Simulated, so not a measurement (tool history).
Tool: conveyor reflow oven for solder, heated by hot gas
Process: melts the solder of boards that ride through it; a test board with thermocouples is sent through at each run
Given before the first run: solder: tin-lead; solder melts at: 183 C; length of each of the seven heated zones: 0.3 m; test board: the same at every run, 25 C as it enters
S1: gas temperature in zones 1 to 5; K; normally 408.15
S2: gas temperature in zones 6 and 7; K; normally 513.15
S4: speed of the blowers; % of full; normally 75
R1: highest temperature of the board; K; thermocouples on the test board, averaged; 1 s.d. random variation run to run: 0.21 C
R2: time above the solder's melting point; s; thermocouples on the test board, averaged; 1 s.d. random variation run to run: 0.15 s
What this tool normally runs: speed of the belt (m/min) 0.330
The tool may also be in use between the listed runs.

Run 1, hour 0.0: usual settings. Result: R1 500.65 K, R2 92.9 s.
Run 2, hour 52.7: usual settings but speed of the belt (m/min) 0.400. Result: R1 494.95 K, R2 70.9 s.
Run 3, hour 120.5: usual settings but speed of the belt (m/min) 0.386. Result: R1 495.65 K, R2 74.2 s.
Run 4, hour 177.8: usual settings but S1 409.15 K. Result: R1 500.05 K, R2 93.1 s.
Run 5, hour 252.2: usual settings but S1 409.15 K. Result: R1 499.75 K, R2 92.6 s.
At hour 262.2: belt drive overhauled, speed set with a stopwatch.
At hour 290.4: flux residue cleaned out of gas plates and filters.
Run 6, hour 328.5: usual settings but S1 409.15 K, S4 82 % of full. Result: R1 503.45 K, R2 96.7 s.
Run 7, hour 397.3: usual settings but S1 405.15 K, S2 522.15 K, speed of the belt (m/min) 0.310, S4 52 % of full. Result: R1 508.95 K, R2 104.6 s.
Run 8, hour 463.0: usual settings but S1 409.15 K, speed of the belt (m/min) 0.309, S4 76 % of full. Result: R1 503.35 K, R2 103.4 s.
Run 9, hour 507.9: usual settings but S1 418.15 K, S2 512.15 K, speed of the belt (m/min) 0.307, S4 83 % of full. Result: R1 503.55 K, R2 108.9 s.
Run 10, hour 589.2: usual settings but S1 418.15 K, speed of the belt (m/min) 0.271, S4 89 % of full. Result: R1 506.95 K, R2 126.6 s.

Pick out some run-to-run changes in R1. Of each, how much would a tool without hidden state show as well, from the settings, what came in and chance, and how much is left for the hidden state and any gauge scatter not in both results compared?
Hidden state at play: heat that the gas passes to the board, % of a clean oven's; belt's true speed, % of the reading; true gas temperature in zones 6 and 7 over the reading, C; drift of the gauge itself on peak_c, C; drift of the gauge itself on liquid_s, %.
Run 1 -> 2: speed of the belt (m/min) 0.330 -> 0.400. R1 -5.70 K: hidden state -0.60, all else -5.10.
Run 5 -> 6: S4 75 -> 82, belt drive overhauled, speed set with a stopwatch, flux residue cleaned out of gas plates and filters. R1 +3.70 K: hidden state +2.90, all else +0.80.
